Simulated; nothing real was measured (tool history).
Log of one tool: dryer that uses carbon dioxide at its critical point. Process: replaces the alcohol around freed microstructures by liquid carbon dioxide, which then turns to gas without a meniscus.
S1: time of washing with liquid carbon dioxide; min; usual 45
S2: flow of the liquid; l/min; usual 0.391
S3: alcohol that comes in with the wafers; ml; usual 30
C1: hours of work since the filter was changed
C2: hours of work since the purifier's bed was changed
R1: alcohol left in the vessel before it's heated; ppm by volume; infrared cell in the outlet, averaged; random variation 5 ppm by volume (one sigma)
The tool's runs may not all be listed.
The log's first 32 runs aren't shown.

Run 33, hour 698.2: usual settings but S1 30 min, S2 0.506 l/min, S3 38 ml; C1 162; C2 379. Result: R1 112 ppm by volume.
Run 34, hour 716.9: usual settings but S1 48 min, S2 0.255 l/min, S3 45 ml; C1 171; C2 387. Result: R1 356 ppm by volume.
Run 35, hour 740.1: usual settings but S1 59 min, S2 0.255 l/min, S3 86 ml; C1 182; C2 398. Result: R1 278 ppm by volume.
Run 36, hour 757.8: usual settings but S1 70 min, S2 0.66 l/min, S3 74 ml; C1 190; C2 406. Result: R1 22 ppm by volume.
Run 37, hour 785.7: usual settings but S1 70 min, S2 0.66 l/min, S3 74 ml; C1 203; C2 419. Result: R1 24 ppm by volume.
At hour 815.2: inlet filter changed.
Run 38, hour 815.4: usual settings but S2 0.261 l/min, S3 80 ml; C1 0; C2 433. Result: R1 395 ppm by volume.
Run 39, hour 840.9: usual settings but S1 59 min, S2 0.329 l/min, S3 80 ml; C1 12; C2 445. Result: R1 39 ppm by volume.
Run 40, hour 867.5: usual settings but S1 62 min, S2 0.527 l/min, S3 29 ml; C1 24; C2 457. Result: R1 37 ppm by volume.
Run 41, hour 887.3: usual settings but S1 62 min, S2 0.527 l/min, S3 29 ml; C1 34; C2 467. Result: R1 27 ppm by volume.
Run 42, hour 912.9: usual settings but S1 47 min, S2 0.539 l/min, S3 47 ml; C1 46; C2 479. Result: R1 41 ppm by volume.
Run 43, hour 926.2: usual settings but S1 47 min, S2 0.539 l/min, S3 47 ml; C1 52; C2 485. Result: R1 26 ppm by volume.
Run 44, hour 954.7: usual settings but S1 47 min, S2 0.539 l/min, S3 47 ml; C1 65; C2 498. Result: R1 38 ppm by volume.
Run 45, hour 982.8: usual settings but S1 47 min, S2 0.539 l/min, S3 47 ml; C1 78; C2 511. Result: R1 30 ppm by volume.
Run 46, hour 1006.9: usual settings but S1 51 min, S2 0.539 l/min, S3 29 ml; C1 90; C2 523. Result: R1 23 ppm by volume.

Forecast each of these 3 alternatives for the next run:
Run A, hour 1032.4: usual settings but S1 51 min, S2 0.459 l/min, S3 29 ml; C1 102; C2 535. Result: R1 ?.
Run B, hour 1032.4: usual settings but S1 30 min, S2 0.646 l/min, S3 31 ml; C1 102; C2 535. Result: R1 ?.
Run C, hour 1032.4: usual settings but S1 51 min, S2 0.412 l/min, S3 65 ml; C1 102; C2 535. Result: R1 ?.

run  R1
  A  34
  B  42
  C  41
Without the tool's hidden state the same runs would have given:
run  R1
  A   6
  B   9
  C   7

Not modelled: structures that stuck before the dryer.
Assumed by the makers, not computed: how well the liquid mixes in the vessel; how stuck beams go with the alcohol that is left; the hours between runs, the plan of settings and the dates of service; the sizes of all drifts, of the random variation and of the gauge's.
